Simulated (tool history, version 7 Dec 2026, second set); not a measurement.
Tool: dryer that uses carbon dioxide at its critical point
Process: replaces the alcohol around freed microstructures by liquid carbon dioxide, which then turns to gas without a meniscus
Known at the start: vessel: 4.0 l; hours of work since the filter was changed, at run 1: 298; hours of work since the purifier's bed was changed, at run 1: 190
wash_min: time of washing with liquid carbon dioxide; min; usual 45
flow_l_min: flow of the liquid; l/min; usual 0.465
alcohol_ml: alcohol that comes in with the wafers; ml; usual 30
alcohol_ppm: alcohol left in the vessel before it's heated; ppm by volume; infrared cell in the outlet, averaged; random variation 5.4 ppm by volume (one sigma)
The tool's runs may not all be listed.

run,hour,wash_min,flow_l_min,alcohol_ml,hours of work since the filter was changed,hours of work since the purifier's bed was changed,alcohol_ppm
1,0.0,45,0.465,30,298,190,196
2,35.3,45,0.465,30,311,203,203
3,63.3,45,0.465,30,322,214,199
4,105.6,45,0.465,30,338,230,213
5,138.4,45,0.465,30,351,243,214
6,159.6,45,0.465,30,359,251,215
7,195.5,45,0.465,30,372,265,219
8,227.0,45,0.465,68,385,277,489
9,275.1,45,0.465,68,403,295,476
10,325.2,45,0.465,30,422,314,229
11,369.3,45,0.636,30,439,331,81
12,415.7,45,0.636,30,457,349,80
13,450.2,45,0.636,30,470,362,88
14,477.2,45,0.636,40,480,373,112
15,515.7,45,0.636,40,495,387,110

The next listed run, before its measurement:
# hour 531.5: inlet filter changed
16,558.6,45,0.559,30,10,403,?

{"run 16": {"alcohol_ppm": 87}}
Without the tool's hidden state the same run would have given alcohol_ppm 61 ppm by volume.
